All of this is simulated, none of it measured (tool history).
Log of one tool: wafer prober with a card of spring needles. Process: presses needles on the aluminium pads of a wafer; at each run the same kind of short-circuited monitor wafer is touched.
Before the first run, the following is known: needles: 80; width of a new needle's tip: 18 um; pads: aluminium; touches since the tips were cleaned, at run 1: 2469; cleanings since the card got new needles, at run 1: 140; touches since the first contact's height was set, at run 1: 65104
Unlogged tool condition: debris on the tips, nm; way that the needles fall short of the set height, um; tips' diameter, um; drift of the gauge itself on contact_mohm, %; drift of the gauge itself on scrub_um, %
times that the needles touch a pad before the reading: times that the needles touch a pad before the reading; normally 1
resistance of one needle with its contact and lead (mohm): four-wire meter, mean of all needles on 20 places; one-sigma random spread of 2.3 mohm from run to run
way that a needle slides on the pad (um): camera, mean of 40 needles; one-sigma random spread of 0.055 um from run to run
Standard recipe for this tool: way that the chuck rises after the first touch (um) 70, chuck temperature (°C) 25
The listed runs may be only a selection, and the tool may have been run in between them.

run	hour	way that the chuck rises after the first touch (um)	chuck temperature (°C)	times that the needles touch a pad before the reading	touches since the tips were cleaned	cleanings since the card got new needles	touches since the first contact's height was set	resistance of one needle with its contact and lead (mohm)	way that a needle slides on the pad (um)
1	0.0	70	25	1	2469	140	65104	399	13.45
# hour 5.5: tips cleaned on abrasive film
# hour 14.6: tips cleaned on abrasive film
# hour 23.7: tips cleaned on abrasive film
# hour 32.7: tips cleaned on abrasive film
2	33.1	70	25	1	306	144	89397	309	13.47
# hour 40.4: tips cleaned on abrasive film
# hour 49.5: tips cleaned on abrasive film
# hour 58.6: tips cleaned on abrasive film
# hour 65.6: height of the first contact set anew
3	65.6	70	25	1	4958	147	0	466	13.80
# hour 67.5: tips cleaned on abrasive film
# hour 74.8: tips cleaned on abrasive film
# hour 82.1: tips cleaned on abrasive film
# hour 89.3: tips cleaned on abrasive film
4	90.2	70	25	1	648	151	17973	338	13.65
# hour 97.5: tips cleaned on abrasive film
# hour 104.8: tips cleaned on abrasive film
# hour 112.1: tips cleaned on abrasive film
5	115.6	70	25	1	2624	154	36590	438	13.57
# hour 121.1: tips cleaned on abrasive film
# hour 130.2: tips cleaned on abrasive film
# hour 137.5: tips cleaned on abrasive film
6	142.6	65	25	1	3779	157	56362	488	12.56
# hour 146.3: tips cleaned on abrasive film
# hour 153.5: tips cleaned on abrasive film
# hour 162.6: tips cleaned on abrasive film
# hour 171.7: tips cleaned on abrasive film
# hour 180.8: tips cleaned on abrasive film
7	184.6	70	27	1	2825	162	87173	447	13.47
# hour 188.3: tips cleaned on abrasive film
# hour 195.6: tips cleaned on abrasive film
# hour 202.9: tips cleaned on abrasive film
# hour 212.0: tips cleaned on abrasive film
8	215.3	70	113	1	2471	166	109637	426	13.47
# hour 220.8: tips cleaned on abrasive film
# hour 221.1: height of the first contact set anew
# hour 228.4: tips cleaned on abrasive film
# hour 235.6: tips cleaned on abrasive film
# hour 244.7: tips cleaned on abrasive film
# hour 253.8: tips cleaned on abrasive film
# hour 261.1: tips cleaned on abrasive film
9	263.8	70	113	1	2016	172	31335	413	13.69
# hour 269.3: tips cleaned on abrasive film
# hour 276.6: tips cleaned on abrasive film
# hour 285.7: tips cleaned on abrasive film
# hour 294.8: tips cleaned on abrasive film
# hour 302.0: tips cleaned on abrasive film
10	304.8	63	57	1	2029	177	61351	450	12.29
# hour 310.3: tips cleaned on abrasive film
# hour 317.6: tips cleaned on abrasive film
# hour 326.6: tips cleaned on abrasive film
# hour 335.7: tips cleaned on abrasive film
11	336.7	68	57	2	709	181	84714	332	13.06
# hour 344.0: tips cleaned on abrasive film
# hour 353.0: tips cleaned on abrasive film
# hour 362.1: tips cleaned on abrasive film
# hour 369.4: tips cleaned on abrasive film
# hour 375.1: height of the first contact set anew
# hour 377.0: tips cleaned on abrasive film
12	379.6	68	57	2	1909	186	3242	373	13.38
# hour 385.1: tips cleaned on abrasive film
# hour 392.3: tips cleaned on abrasive film
# hour 401.4: tips cleaned on abrasive film
# hour 410.5: tips cleaned on abrasive film
13	413.1	68	57	2	1944	190	27842	365	13.25
# hour 418.6: tips cleaned on abrasive film
# hour 425.9: tips cleaned on abrasive film
# hour 433.2: tips cleaned on abrasive film
# hour 442.3: tips cleaned on abrasive film
# hour 451.4: tips cleaned on abrasive film
# hour 458.7: tips cleaned on abrasive film
# hour 466.3: tips cleaned on abrasive film
14	466.3	70	48	1	0	197	66740	303	13.47
# hour 473.6: tips cleaned on abrasive film
# hour 480.8: tips cleaned on abrasive film
# hour 489.9: tips cleaned on abrasive film
15	494.8	70	48	1	3649	200	87714	488	13.42

3 ways to go on from here, each from the tool as it stands after run 15. What would each give?
# hour 498.5: tips cleaned on abrasive film
# hour 507.6: tips cleaned on abrasive film
# hour 514.9: tips cleaned on abrasive film
# hour 524.0: tips cleaned on abrasive film
# hour 529.7: height of the first contact set anew
# hour 533.4: tips cleaned on abrasive film
A	534.1	65	25	1	511	205	3177	?	?
# hour 498.5: tips cleaned on abrasive film
# hour 507.6: tips cleaned on abrasive film
# hour 514.9: tips cleaned on abrasive film
# hour 524.0: tips cleaned on abrasive film
# hour 529.7: height of the first contact set anew
# hour 533.4: tips cleaned on abrasive film
B	534.1	57	66	1	511	205	3177	?	?
# hour 498.5: tips cleaned on abrasive film
# hour 507.6: tips cleaned on abrasive film
# hour 514.9: tips cleaned on abrasive film
# hour 524.0: tips cleaned on abrasive film
# hour 529.7: height of the first contact set anew
# hour 533.4: tips cleaned on abrasive film
C	534.1	70	29	1	511	205	3177	?	?

run	resistance of one needle with its contact and lead (mohm)	way that a needle slides on the pad (um)
A	355	12.81
B	387	11.15
C	346	13.71
Had the tool no hidden state, the same runs would have come out as:
run	resistance of one needle with its contact and lead (mohm)	way that a needle slides on the pad (um)
A	262	12.83
B	274	11.17
C	264	13.73
